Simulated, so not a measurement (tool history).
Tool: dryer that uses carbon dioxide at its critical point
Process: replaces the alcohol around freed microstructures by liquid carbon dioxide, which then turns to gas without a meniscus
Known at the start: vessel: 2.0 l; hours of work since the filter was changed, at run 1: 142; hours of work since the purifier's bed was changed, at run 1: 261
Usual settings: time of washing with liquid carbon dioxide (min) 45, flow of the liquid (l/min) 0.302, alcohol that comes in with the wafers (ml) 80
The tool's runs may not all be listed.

run,day,time of washing with liquid carbon dioxide (min),flow of the liquid (l/min),alcohol that comes in with the wafers (ml),hours of work since the filter was changed,hours of work since the purifier's bed was changed,alcohol left in the vessel before it's heated (ppm by volume)
1,0,45,0.302,80,142,261,192
2,0.308,37,0.302,80,147,266,449
3,0.804,45,0.302,80,154,273,201
4,1.283,45,0.302,104,161,280,241
5,1.604,45,0.302,104,166,285,241
6,1.958,45,0.302,31,171,290,109
7,2.371,41,0.302,31,177,296,164
8,3.038,45,0.302,80,187,306,217
# day 3.538: inlet filter changed
9,3.654,45,0.302,80,2,314,167
10,4.204,30,0.434,107,10,323,224
11,4.688,54,0.276,54,17,330,116
12,5.179,49,0.302,60,24,337,113
13,5.725,45,0.302,20,32,345,102
14,6.375,68,0.263,54,42,355,81
15,6.892,37,0.263,54,49,362,506
16,7.375,62,0.302,80,57,369,97
17,7.65,45,0.271,37,61,373,180

Some steps in alcohol left in the vessel before it's heated (ppm by volume) between neighbouring runs. How much of each would the tool show without its hidden state too (settings, what came in, random variation), and how much is left for the hidden state, with any gauge scatter that isn't in both results?
The hidden state here: flow that reaches the vessel past the clogged filter, %; alcohol in the recycled carbon dioxide, ppm; drift of the gauge itself on alcohol_ppm, %.
Run 1 -> 2: time of washing with liquid carbon dioxide (min) 45 -> 37. alcohol left in the vessel before it's heated (ppm by volume) +257: hidden state +54, all else +203.
Run 14 -> 15: time of washing with liquid carbon dioxide (min) 68 -> 37. alcohol left in the vessel before it's heated (ppm by volume) +425: hidden state +42, all else +383.
